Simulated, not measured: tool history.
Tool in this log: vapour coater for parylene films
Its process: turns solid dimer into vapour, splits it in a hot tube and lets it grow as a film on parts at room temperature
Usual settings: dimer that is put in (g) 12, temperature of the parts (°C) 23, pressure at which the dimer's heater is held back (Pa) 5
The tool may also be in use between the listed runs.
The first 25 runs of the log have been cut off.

run	hour	dimer that is put in (g)	temperature of the parts (°C)	pressure at which the dimer's heater is held back (Pa)	hours of work since the trap's valve was overhauled	hours of work since the table's thermometer was calibrated	thickness of the film (µm)
26	708.6	12	31	9.43	606	833	1.78
27	737.9	16	16	2.97	623	850	4.2
# hour 760.7: trap's valve overhauled
28	770.3	15	16	6.93	6	867	3.39
29	799.3	15	16	6.93	22	884	3.38
30	836	13	20	2.7	44	905	3.39
31	864	15	18	3.18	60	921	3.93
32	881	15	33	8.98	70	931	2.25
33	920.1	15	33	8.98	93	954	2.29
34	947.7	15	33	8.98	109	970	2.26
35	975.6	10	16	6.3	125	986	2.26

Each row is a separate what-if for the run after 35, all from the same tool condition, not one after another. Results?
A	1014.6	12	23	10.61	148	1009	?
B	1014.6	12	21	4.35	148	1009	?
C	1014.6	10	34	2.96	148	1009	?

run	thickness of the film (µm)
A	2.09
B	2.71
C	1.92
The same runs, with their run-to-run variation unchanged, on a tool lacking any hidden condition would have given:
run	thickness of the film (µm)
A	2.09
B	2.71
C	1.93
